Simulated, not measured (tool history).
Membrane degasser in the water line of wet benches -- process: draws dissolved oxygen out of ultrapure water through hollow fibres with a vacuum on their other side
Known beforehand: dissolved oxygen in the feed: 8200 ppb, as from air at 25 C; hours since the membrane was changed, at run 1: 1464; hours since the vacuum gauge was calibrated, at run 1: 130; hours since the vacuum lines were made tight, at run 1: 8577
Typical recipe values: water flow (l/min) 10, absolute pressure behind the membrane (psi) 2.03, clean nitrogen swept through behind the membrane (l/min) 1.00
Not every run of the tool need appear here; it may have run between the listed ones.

| run | hour | water flow (l/min) | absolute pressure behind the membrane (psi) | clean nitrogen swept through behind the membrane (l/min) | hours since the membrane was changed | hours since the vacuum gauge was calibrated | hours since the vacuum lines were made tight | dissolved oxygen in the water behind the degasser (ppb) | pressure that the water loses in the fibres (psi) |
|---|---|---|---|---|---|---|---|---|---|
| 1 | 0.0 | 10 | 2.03 | 1.00 | 1464 | 130 | 8577 | 257.1 | 7.419 |
| 2 | 65.5 | 10 | 2.03 | 1.00 | 1530 | 196 | 8642 | 257.3 | 7.442 |
| 3 | 132.6 | 10 | 2.03 | 1.00 | 1597 | 263 | 8710 | 255.9 | 7.381 |
| 4 | 199.8 | 10 | 2.03 | 1.00 | 1664 | 330 | 8777 | 256.9 | 7.374 |
| 5 | 241.8 | 10 | 2.03 | 0.47 | 1706 | 372 | 8819 | 495.7 | 7.329 |
| 6 | 302.6 | 10 | 2.03 | 0.47 | 1767 | 433 | 8880 | 492.4 | 7.387 |
| 7 | 374.2 | 10 | 2.03 | 0.47 | 1839 | 504 | 8951 | 495.6 | 7.419 |
| 8 | 436.7 | 10 | 2.03 | 1.00 | 1901 | 567 | 9014 | 257.5 | 7.368 |
| 9 | 490.1 | 10 | 2.03 | 0.99 | 1954 | 620 | 9067 | 259.8 | 7.443 |
| 10 | 559.4 | 10 | 2.03 | 0.99 | 2024 | 690 | 9136 | 258.8 | 7.403 |
| 11 | 601.7 | 10 | 2.03 | 0.99 | 2066 | 732 | 9179 | 261.4 | 7.377 |
| 12 | 651.5 | 10 | 2.03 | 0.99 | 2116 | 782 | 9228 | 260.7 | 7.423 |
|  | 655.5 | vacuum gauge calibrated |
| 13 | 718.9 | 10 | 2.03 | 0.99 | 2183 | 63 | 9295 | 259.5 | 7.333 |
| 14 | 781.7 | 10 | 2.03 | 1.00 | 2246 | 126 | 9358 | 259.0 | 7.355 |
|  | 795.6 | vacuum gauge calibrated, once more |
| 15 | 843.1 | 10 | 2.03 | 1.00 | 2306 | 48 | 9419 | 258.2 | 7.419 |
| 16 | 883.9 | 10 | 2.03 | 1.00 | 2347 | 88 | 9460 | 257.0 | 7.407 |
| 17 | 924.4 | 10 | 2.03 | 1.00 | 2388 | 129 | 9500 | 259.6 | 7.446 |
| 18 | 965.7 | 10 | 4.66 | 2.29 | 2429 | 170 | 9542 | 307.7 | 7.401 |
| 19 | 1025.3 | 7 | 4.34 | 2.29 | 2489 | 230 | 9601 | 204.9 | 5.213 |
| 20 | 1068.6 | 14 | 2.03 | 2.55 | 2532 | 273 | 9645 | 171.7 | 10.331 |
| 21 | 1112.6 | 15 | 2.03 | 2.55 | 2576 | 317 | 9688 | 190.2 | 11.155 |
| 22 | 1154.7 | 12 | 3.80 | 1.00 | 2618 | 359 | 9731 | 619.3 | 8.960 |
| 23 | 1193.2 | 11 | 2.03 | 1.00 | 2657 | 398 | 9769 | 283.0 | 8.177 |
| 24 | 1263.7 | 10 | 2.97 | 1.00 | 2727 | 468 | 9840 | 403.3 | 7.420 |
| 25 | 1324.3 | 11 | 2.92 | 1.00 | 2788 | 529 | 9900 | 433.2 | 8.171 |
| 26 | 1367.2 | 14 | 1.80 | 2.60 | 2831 | 572 | 9943 | 147.2 | 10.405 |
| 27 | 1420.2 | 14 | 1.80 | 2.60 | 2884 | 625 | 9996 | 147.8 | 10.361 |
| 28 | 1477.6 | 10 | 4.12 | 1.00 | 2941 | 682 | 10053 | 573.5 | 7.397 |
| 29 | 1529.3 | 10 | 4.12 | 1.00 | 2993 | 734 | 10105 | 576.9 | 7.432 |
| 30 | 1599.8 | 10 | 4.12 | 0.72 | 3063 | 804 | 10176 | 760.6 | 7.419 |
| 31 | 1631.4 | 16 | 1.26 | 1.00 | 3095 | 836 | 10207 | 246.9 | 11.821 |
| 32 | 1683.8 | 16 | 1.26 | 1.00 | 3147 | 888 | 10260 | 249.5 | 11.934 |

Results for each run, recomputed without the tool's hidden state and with each run's random variation untouched:
Hidden conditions of the tool in this case: membrane still open, %; true pressure behind the membrane over the reading, kPa; air that leaks in behind the membrane, l/min; drift of the gauge itself on oxygen_ppb, %; drift of the gauge itself on loss_of_pressure_kpa, %.
| run | dissolved oxygen in the water behind the degasser (ppb) | pressure that the water loses in the fibres (psi) |
|---|---|---|
| 1 | 252.9 | 7.397 |
| 2 | 253.0 | 7.419 |
| 3 | 251.6 | 7.356 |
| 4 | 252.5 | 7.348 |
| 5 | 490.0 | 7.303 |
| 6 | 486.6 | 7.359 |
| 7 | 489.6 | 7.390 |
| 8 | 252.8 | 7.337 |
| 9 | 255.1 | 7.413 |
| 10 | 254.0 | 7.371 |
| 11 | 256.5 | 7.345 |
| 12 | 255.7 | 7.390 |
| 13 | 254.3 | 7.298 |
| 14 | 253.7 | 7.320 |
| 15 | 252.9 | 7.382 |
| 16 | 251.7 | 7.369 |
| 17 | 254.2 | 7.409 |
| 18 | 300.7 | 7.364 |
| 19 | 198.2 | 5.185 |
| 20 | 168.2 | 10.276 |
| 21 | 186.5 | 11.094 |
| 22 | 609.2 | 8.911 |
| 23 | 277.3 | 8.131 |
| 24 | 394.9 | 7.377 |
| 25 | 424.9 | 8.124 |
| 26 | 143.8 | 10.343 |
| 27 | 144.4 | 10.298 |
| 28 | 561.5 | 7.351 |
| 29 | 564.8 | 7.384 |
| 30 | 746.2 | 7.371 |
| 31 | 241.6 | 11.742 |
| 32 | 244.0 | 11.854 |

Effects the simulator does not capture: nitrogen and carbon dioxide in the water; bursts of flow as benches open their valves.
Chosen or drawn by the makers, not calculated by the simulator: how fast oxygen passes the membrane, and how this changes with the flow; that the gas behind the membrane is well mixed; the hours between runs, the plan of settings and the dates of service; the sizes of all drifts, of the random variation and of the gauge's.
